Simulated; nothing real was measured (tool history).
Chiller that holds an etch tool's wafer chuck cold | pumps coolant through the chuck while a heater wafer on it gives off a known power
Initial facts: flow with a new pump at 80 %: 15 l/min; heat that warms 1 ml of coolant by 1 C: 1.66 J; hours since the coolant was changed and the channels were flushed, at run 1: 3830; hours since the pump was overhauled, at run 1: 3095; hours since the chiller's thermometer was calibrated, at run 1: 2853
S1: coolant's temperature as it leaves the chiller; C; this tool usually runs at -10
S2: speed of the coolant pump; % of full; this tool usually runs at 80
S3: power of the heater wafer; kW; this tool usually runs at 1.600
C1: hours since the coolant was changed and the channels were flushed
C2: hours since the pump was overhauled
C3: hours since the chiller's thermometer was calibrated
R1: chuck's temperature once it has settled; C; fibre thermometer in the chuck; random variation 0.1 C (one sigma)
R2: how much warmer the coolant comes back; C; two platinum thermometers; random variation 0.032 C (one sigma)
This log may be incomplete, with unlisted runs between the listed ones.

run,hour,S1,S2,S3,C1,C2,C3,R1,R2
1,0.0,-10,80,1.600,3830,3095,2853,-0.5,3.87
2,51.8,-10,80,1.600,3882,3146,2905,-0.5,3.88
3,153.6,-10,80,1.600,3984,3248,3007,-0.4,3.89
4,213.4,-10,61,1.600,4044,3308,3066,1.3,5.16
5,296.1,-10,61,1.600,4127,3391,3149,1.5,5.06
6,371.5,-10,61,1.600,4202,3466,3224,1.3,5.10
7,459.6,-10,61,1.600,4290,3554,3313,1.4,5.11
8,540.0,-10,75,1.600,4370,3635,3393,-0.2,4.15
9,586.1,-10,75,1.600,4417,3681,3439,0.0,4.21
10,681.4,-10,75,1.600,4512,3776,3534,0.1,4.18
11,766.0,-10,75,1.600,4596,3861,3619,0.0,4.20
12,862.9,-10,75,1.600,4693,3958,3716,0.1,4.22
13,964.5,0,80,1.600,4795,4059,3817,9.6,3.95
14,1018.2,-10,80,1.600,4849,4113,3871,-0.4,4.02
15,1074.8,-10,80,1.136,4905,4170,3928,-3.3,2.85
16,1121.1,-10,80,1.136,4952,4216,3974,-3.2,2.89
17,1229.5,-10,80,1.173,5060,4324,4082,-3.0,2.98
18,1337.5,-14,68,0.958,5168,4432,4191,-7.8,2.97
19,1420.2,-14,68,1.681,5251,4515,4273,-3.0,5.00
20,1524.4,-14,65,1.906,5355,4619,4377,-1.1,5.80
21,1586.2,-14,65,1.906,5417,4681,4439,-0.9,5.85
22,1645.1,-10,75,1.600,5476,4740,4498,0.0,4.33
23,1740.2,-11,76,2.030,5571,4835,4593,1.6,5.37
24,1812.9,-4,94,2.030,5643,4908,4666,6.7,4.37
25,1899.7,-10,70,0.830,5730,4994,4753,-4.6,2.48
26,1989.6,-12,80,1.112,5820,5084,4843,-5.2,2.94
27,2061.2,-19,89,1.600,5892,5156,4914,-10.1,3.73
28,2169.4,-9,80,0.863,6000,5264,5022,-4.0,2.34
# hour 2192.9: gauge calibrated
29,2272.3,-9,80,0.863,6103,5367,5125,-3.6,2.10
# hour 2321.9: chiller's thermometer calibrated
30,2353.3,-1,67,1.600,6183,5447,31,9.7,4.64

Consider 4 possible next runs. They are alternatives, not a sequence: every one starts from the tool as it was left by run 30. What does each give?
A,2439.2,-1,67,1.072,6269,5533,117,?,?
B,2439.2,-17,83,1.600,6269,5533,117,?,?
C,2439.2,-3,67,1.276,6269,5533,117,?,?
D,2439.2,-10,80,1.098,6269,5533,117,?,?

run,R1,R2
A,6.2,3.18
B,-7.7,3.75
C,5.4,3.70
D,-3.4,2.67
The same runs, with their run-to-run variation unchanged, on a tool lacking any hidden condition would have given:
run,R1,R2
A,6.1,3.15
B,-7.7,3.72
C,5.4,3.67
D,-3.5,2.64

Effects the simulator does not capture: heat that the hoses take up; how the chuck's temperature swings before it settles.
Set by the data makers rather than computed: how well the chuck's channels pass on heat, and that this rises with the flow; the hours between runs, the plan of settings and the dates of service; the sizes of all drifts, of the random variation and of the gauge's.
